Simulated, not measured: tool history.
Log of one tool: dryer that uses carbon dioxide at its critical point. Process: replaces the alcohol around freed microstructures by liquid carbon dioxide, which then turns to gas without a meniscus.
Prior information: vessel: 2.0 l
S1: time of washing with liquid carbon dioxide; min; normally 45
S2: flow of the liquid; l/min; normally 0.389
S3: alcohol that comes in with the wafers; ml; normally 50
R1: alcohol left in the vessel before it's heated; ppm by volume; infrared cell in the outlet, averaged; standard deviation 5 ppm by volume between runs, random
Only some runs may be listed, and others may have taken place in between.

run	hour	S1	S2	S3	R1
1	0	45	0.389	50	125
2	33.2	45	0.389	107	186
3	58.9	45	0.389	107	193
4	108.9	45	0.389	21	104
5	149.9	45	0.389	21	125
# hour 183.1: inlet filter changed
6	184.1	45	0.265	21	168
7	239.2	45	0.265	21	183
8	283.1	54	0.282	59	174
9	332.7	46	0.275	84	396
10	372.8	45	0.46	32	114
11	435.6	45	0.46	32	119
12	478.9	45	0.46	32	127
13	526.4	45	0.46	32	128
14	575.6	45	0.401	45	154

Forecast each of these 3 alternatives for the next run:
A	635.9	53	0.389	110	?
B	635.9	40	0.563	48	?
C	635.9	45	0.243	27	?

run	R1
A	160
B	132
C	406
With no hidden state in the tool, these same runs would have given:
run	R1
A	12
B	5
C	154
